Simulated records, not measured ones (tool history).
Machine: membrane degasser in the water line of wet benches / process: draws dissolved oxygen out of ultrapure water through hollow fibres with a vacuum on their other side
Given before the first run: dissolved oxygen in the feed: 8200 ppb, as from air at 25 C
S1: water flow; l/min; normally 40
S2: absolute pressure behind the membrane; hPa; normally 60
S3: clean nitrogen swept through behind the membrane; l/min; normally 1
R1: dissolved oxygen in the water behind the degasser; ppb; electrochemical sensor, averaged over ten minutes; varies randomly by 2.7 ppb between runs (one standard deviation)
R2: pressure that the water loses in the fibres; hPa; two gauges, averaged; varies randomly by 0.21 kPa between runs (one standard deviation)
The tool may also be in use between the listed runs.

run 1 hour=0 | S1=40 S2=60 S3=1 | R1=284.1 R2=504.5
run 2 hour=148.2 | S1=40 S2=60 S3=1 | R1=291.6 R2=500.4
run 3 hour=239.6 | S1=40 S2=60 S3=1 | R1=294.1 R2=494.5
-- hour=258.6 seals of the vacuum lines changed
run 4 hour=317.7 | S1=51 S2=60 S3=1 | R1=402.1 R2=639.2
run 5 hour=480.8 | S1=40 S2=60 S3=1 | R1=293.4 R2=502.6
run 6 hour=627.6 | S1=54 S2=60 S3=1 | R1=432.4 R2=681.4
run 7 hour=800.7 | S1=40 S2=60 S3=1 | R1=294.2 R2=501.7
run 8 hour=945.2 | S1=40 S2=60 S3=1 | R1=292.5 R2=504.8
run 9 hour=1032.6 | S1=40 S2=60 S3=0.75 | R1=348.7 R2=498.9
run 10 hour=1158.5 | S1=44 S2=60 S3=1 | R1=333.6 R2=557.5
run 11 hour=1267.8 | S1=44 S2=60 S3=1 | R1=339.5 R2=552.4
run 12 hour=1446 | S1=44 S2=60 S3=1 | R1=336.8 R2=558
run 13 hour=1554.1 | S1=44 S2=60 S3=1 | R1=338.5 R2=557.9
-- hour=1564.9 vacuum gauge calibrated
run 14 hour=1695.9 | S1=44 S2=60 S3=1 | R1=340.6 R2=563.7
run 15 hour=1800.8 | S1=44 S2=60 S3=1 | R1=346.8 R2=561.3
run 16 hour=1890.2 | S1=44 S2=60 S3=1 | R1=347.9 R2=559.3
run 17 hour=2025.6 | S1=24 S2=38.4 S3=1 | R1=54.9 R2=305.9
-- hour=2175.3 vacuum gauge calibrated, once more
run 18 hour=2175.3 | S1=24 S2=41.1 S3=0.64 | R1=72.5 R2=302.6
run 19 hour=2318 | S1=45 S2=68.8 S3=1.11 | R1=374.5 R2=573.1
run 20 hour=2448.8 | S1=37 S2=121.4 S3=1 | R1=677.3 R2=472
run 21 hour=2580.4 | S1=37 S2=121.4 S3=1 | R1=677 R2=474.1
run 22 hour=2751.9 | S1=37 S2=121.4 S3=1 | R1=681.9 R2=474.9
run 23 hour=2874.8 | S1=33 S2=72.6 S3=2.38 | R1=158.5 R2=420
run 24 hour=2973.4 | S1=40 S2=60 S3=2.08 | R1=182.6 R2=518.3
run 25 hour=3065.7 | S1=27 S2=91.8 S3=2.72 | R1=151 R2=348
run 26 hour=3226.8 | S1=27 S2=91.8 S3=2.72 | R1=151.1 R2=345.3
run 27 hour=3325.5 | S1=25 S2=119.8 S3=2.72 | R1=196.7 R2=321.1
run 28 hour=3504.5 | S1=25 S2=119.8 S3=2.72 | R1=194.3 R2=320.1
run 29 hour=3611.4 | S1=56 S2=119.8 S3=2.72 | R1=564.9 R2=721
run 30 hour=3782.7 | S1=59 S2=60 S3=1.58 | R1=427 R2=764.1
run 31 hour=3899.4 | S1=27 S2=75.7 S3=2.93 | R1=108.3 R2=349.8
run 32 hour=4063.1 | S1=62 S2=60 S3=1 | R1=553.4 R2=805.4

A few steps of R1 between consecutive runs. Split each: what settings, incoming material and random variation would produce without the hidden state, and what is left over for the hidden state, along with gauge scatter present in only one of the two compared results (measured, and without hidden state):
The tool's hidden condition here consists of: membrane still open, %; true pressure behind the membrane over the reading, kPa; air that leaks in behind the membrane, l/min; drift of the gauge itself on oxygen_ppb, %; drift of the gauge itself on loss_of_pressure_kpa, %.
Run 22 -> 23: S1 37 -> 33, S2 121.4 -> 72.6, S3 1 -> 2.38. R1 -523.4 ppb: hidden state -1.1, all else -522.3.
Run 28 -> 29: S1 25 -> 56. R1 +370.6 ppb: hidden state +27.3, all else +343.3.
Run 30 -> 31: S1 59 -> 27, S2 60 -> 75.7, S3 1.58 -> 2.93. R1 -318.7 ppb: hidden state -33, all else -285.7.
Run 31 -> 32: S1 27 -> 62, S2 75.7 -> 60, S3 2.93 -> 1. R1 +445.1 ppb: hidden state +40.1, all else +405.
